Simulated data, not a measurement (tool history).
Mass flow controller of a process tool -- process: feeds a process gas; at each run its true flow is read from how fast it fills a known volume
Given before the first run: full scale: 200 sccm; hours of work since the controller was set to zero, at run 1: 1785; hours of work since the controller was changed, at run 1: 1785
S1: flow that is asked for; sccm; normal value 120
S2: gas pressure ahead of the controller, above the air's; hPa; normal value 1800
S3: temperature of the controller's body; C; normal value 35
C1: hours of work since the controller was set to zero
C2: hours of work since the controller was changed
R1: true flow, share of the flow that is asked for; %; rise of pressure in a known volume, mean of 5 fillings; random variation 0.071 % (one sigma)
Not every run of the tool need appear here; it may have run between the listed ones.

run 1 hour=0.0 | S1=120 S2=1800 S3=35 | C1=1785 C2=1785 | R1=101.13
run 2 hour=145.2 | S1=120 S2=1800 S3=35 | C1=1891 C2=1891 | R1=101.14
run 3 hour=436.7 | S1=120 S2=1800 S3=35 | C1=2102 C2=2102 | R1=101.14
run 4 hour=678.6 | S1=120 S2=1800 S3=22 | C1=2277 C2=2277 | R1=99.72
run 5 hour=911.5 | S1=120 S2=1800 S3=35 | C1=2446 C2=2446 | R1=101.19
run 6 hour=1033.4 | S1=120 S2=1800 S3=35 | C1=2534 C2=2534 | R1=101.30
run 7 hour=1187.3 | S1=120 S2=1540 S3=35 | C1=2646 C2=2646 | R1=101.21
run 8 hour=1328.0 | S1=120 S2=1540 S3=35 | C1=2748 C2=2748 | R1=101.07
run 9 hour=1599.4 | S1=120 S2=1800 S3=35 | C1=2944 C2=2944 | R1=101.30
run 10 hour=1793.2 | S1=120 S2=1800 S3=27 | C1=3085 C2=3085 | R1=100.45
run 11 hour=1995.4 | S1=120 S2=1800 S3=27 | C1=3231 C2=3231 | R1=100.40
run 12 hour=2228.3 | S1=76 S2=1800 S3=35 | C1=3400 C2=3400 | R1=101.82
run 13 hour=2493.6 | S1=29 S2=1800 S3=35 | C1=3592 C2=3592 | R1=104.77
run 14 hour=2723.6 | S1=120 S2=1700 S3=35 | C1=3759 C2=3759 | R1=101.41
run 15 hour=3001.1 | S1=120 S2=1800 S3=35 | C1=3960 C2=3960 | R1=101.54
run 16 hour=3152.9 | S1=120 S2=1800 S3=35 | C1=4070 C2=4070 | R1=101.53
run 17 hour=3428.9 | S1=120 S2=2280 S3=35 | C1=4270 C2=4270 | R1=101.84
run 18 hour=3671.7 | S1=120 S2=2280 S3=35 | C1=4446 C2=4446 | R1=101.94
run 19 hour=3896.7 | S1=120 S2=1820 S3=35 | C1=4609 C2=4609 | R1=101.66
run 20 hour=4046.1 | S1=120 S2=1820 S3=35 | C1=4717 C2=4717 | R1=101.58
run 21 hour=4273.1 | S1=120 S2=1800 S3=35 | C1=4882 C2=4882 | R1=101.54
run 22 hour=4526.9 | S1=32 S2=2570 S3=35 | C1=5066 C2=5066 | R1=106.43
run 23 hour=4774.2 | S1=32 S2=2570 S3=35 | C1=5245 C2=5245 | R1=106.36
-- hour=4953.6 controller's zero set anew
run 24 hour=4961.2 | S1=120 S2=1800 S3=27 | C1=6 C2=5380 | R1=99.04
run 25 hour=5233.0 | S1=120 S2=1800 S3=27 | C1=202 C2=5577 | R1=99.20
run 26 hour=5514.2 | S1=120 S2=1800 S3=27 | C1=406 C2=5781 | R1=99.04
run 27 hour=5786.1 | S1=120 S2=1930 S3=39 | C1=603 C2=5978 | R1=100.82
run 28 hour=5971.9 | S1=90 S2=1900 S3=35 | C1=738 C2=6112 | R1=100.13
run 29 hour=6182.5 | S1=28 S2=1800 S3=36 | C1=891 C2=6265 | R1=100.97
run 30 hour=6310.8 | S1=120 S2=1700 S3=35 | C1=983 C2=6358 | R1=99.98
run 31 hour=6442.1 | S1=31 S2=2410 S3=26 | C1=1079 C2=6453 | R1=100.39
run 32 hour=6725.4 | S1=56 S2=2020 S3=34 | C1=1284 C2=6658 | R1=100.48
run 33 hour=6878.7 | S1=38 S2=2070 S3=23 | C1=1395 C2=6769 | R1=99.77
run 34 hour=7052.6 | S1=38 S2=1990 S3=21 | C1=1521 C2=6895 | R1=99.68
run 35 hour=7173.2 | S1=79 S2=1800 S3=39 | C1=1608 C2=6983 | R1=100.96
run 36 hour=7307.6 | S1=187 S2=2230 S3=23 | C1=1706 C2=7080 | R1=98.99
run 37 hour=7503.5 | S1=132 S2=2330 S3=24 | C1=1848 C2=7222 | R1=99.24
run 38 hour=7728.2 | S1=22 S2=1800 S3=24 | C1=2010 C2=7385 | R1=101.77
run 39 hour=7964.2 | S1=22 S2=1800 S3=24 | C1=2181 C2=7556 | R1=101.96
run 40 hour=8252.1 | S1=82 S2=1450 S3=24 | C1=2390 C2=7764 | R1=99.02
run 41 hour=8388.3 | S1=36 S2=1700 S3=26 | C1=2489 C2=7863 | R1=100.94

Each row is a separate what-if for the run after 41, all from the same tool condition, not one after another. Results?
run A hour=8543.9 | S1=25 S2=2170 S3=22 | C1=2602 C2=7976 | R1=?
run B hour=8543.9 | S1=90 S2=1930 S3=32 | C1=2602 C2=7976 | R1=?
run C hour=8543.9 | S1=89 S2=1470 S3=30 | C1=2602 C2=7976 | R1=?
run D hour=8543.9 | S1=57 S2=2680 S3=33 | C1=2602 C2=7976 | R1=?

run=A R1=102.07
run=B R1=100.32
run=C R1=99.73
run=D R1=101.58
With the hidden condition removed and each run's random variation left untouched, the same runs would have given:
run=A R1=99.15
run=B R1=100.48
run=C R1=99.88
run=D R1=101.05

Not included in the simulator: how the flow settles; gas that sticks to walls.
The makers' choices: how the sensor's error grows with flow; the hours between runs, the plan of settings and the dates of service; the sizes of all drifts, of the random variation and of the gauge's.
